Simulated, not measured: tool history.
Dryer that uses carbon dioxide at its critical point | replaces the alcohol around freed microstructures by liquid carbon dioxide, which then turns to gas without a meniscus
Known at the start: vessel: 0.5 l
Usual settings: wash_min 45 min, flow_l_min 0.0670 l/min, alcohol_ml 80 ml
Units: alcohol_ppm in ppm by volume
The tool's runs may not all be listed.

{"run": 1, "hour": 0.0, "wash_min": 45, "flow_l_min": 0.067, "alcohol_ml": 80, "alcohol_ppm": 1369}
{"run": 2, "hour": 27.2, "wash_min": 45, "flow_l_min": 0.067, "alcohol_ml": 81, "alcohol_ppm": 1392}
{"run": 3, "hour": 48.5, "wash_min": 45, "flow_l_min": 0.067, "alcohol_ml": 80, "alcohol_ppm": 1403}
{"run": 4, "hour": 72.9, "wash_min": 45, "flow_l_min": 0.067, "alcohol_ml": 97, "alcohol_ppm": 1665}
{"run": 5, "hour": 87.8, "wash_min": 45, "flow_l_min": 0.067, "alcohol_ml": 97, "alcohol_ppm": 1720}
{"run": 6, "hour": 116.3, "wash_min": 45, "flow_l_min": 0.067, "alcohol_ml": 80, "alcohol_ppm": 1436}
{"run": 7, "hour": 136.7, "wash_min": 45, "flow_l_min": 0.067, "alcohol_ml": 80, "alcohol_ppm": 1441}
{"run": 8, "hour": 155.3, "wash_min": 45, "flow_l_min": 0.067, "alcohol_ml": 59, "alcohol_ppm": 1098}
{"run": 9, "hour": 179.0, "wash_min": 45, "flow_l_min": 0.067, "alcohol_ml": 58, "alcohol_ppm": 1082}
{"run": 10, "hour": 209.4, "wash_min": 45, "flow_l_min": 0.067, "alcohol_ml": 58, "alcohol_ppm": 1074}
{"run": 11, "hour": 235.2, "wash_min": 45, "flow_l_min": 0.067, "alcohol_ml": 58, "alcohol_ppm": 1108}
{"run": 12, "hour": 251.5, "wash_min": 45, "flow_l_min": 0.0446, "alcohol_ml": 70, "alcohol_ppm": 5869}
{"run": 13, "hour": 273.2, "wash_min": 45, "flow_l_min": 0.0446, "alcohol_ml": 70, "alcohol_ppm": 5932}
{"run": 14, "hour": 296.8, "wash_min": 45, "flow_l_min": 0.0446, "alcohol_ml": 70, "alcohol_ppm": 6069}
{"run": 15, "hour": 326.0, "wash_min": 45, "flow_l_min": 0.0446, "alcohol_ml": 70, "alcohol_ppm": 6081}
{"hour": 337.7, "done": "inlet filter changed"}
{"run": 16, "hour": 349.9, "wash_min": 57, "flow_l_min": 0.0936, "alcohol_ml": 29, "alcohol_ppm": 58}
{"run": 17, "hour": 372.3, "wash_min": 57, "flow_l_min": 0.0936, "alcohol_ml": 29, "alcohol_ppm": 65}
{"run": 18, "hour": 388.1, "wash_min": 57, "flow_l_min": 0.0402, "alcohol_ml": 29, "alcohol_ppm": 1008}
{"run": 19, "hour": 407.6, "wash_min": 31, "flow_l_min": 0.0483, "alcohol_ml": 42, "alcohol_ppm": 5966}
{"run": 20, "hour": 427.8, "wash_min": 31, "flow_l_min": 0.0483, "alcohol_ml": 42, "alcohol_ppm": 5908}
{"run": 21, "hour": 440.3, "wash_min": 40, "flow_l_min": 0.067, "alcohol_ml": 95, "alcohol_ppm": 1857}

Hidden state or all else? Some run-to-run changes of alcohol_ppm, split into what the settings, what came in and random variation would give without the hidden state, and what is left for the hidden state (with any gauge scatter that isn't in both results):
The hidden state here: flow that reaches the vessel past the clogged filter, %; alcohol in the recycled carbon dioxide, ppm; drift of the gauge itself on alcohol_ppm, %.
Run 11 -> 12: flow_l_min 0.0670 -> 0.0446, alcohol_ml 58 -> 70. alcohol_ppm +4761 ppm by volume: hidden state +1559, all else +3202.
Run 15 -> 16: wash_min 45 -> 57, flow_l_min 0.0446 -> 0.0936, alcohol_ml 70 -> 29, inlet filter changed. alcohol_ppm -6023 ppm by volume: hidden state -2223, all else -3800.
Run 18 -> 19: wash_min 57 -> 31, flow_l_min 0.0402 -> 0.0483, alcohol_ml 29 -> 42. alcohol_ppm +4958 ppm by volume: hidden state +113, all else +4845.
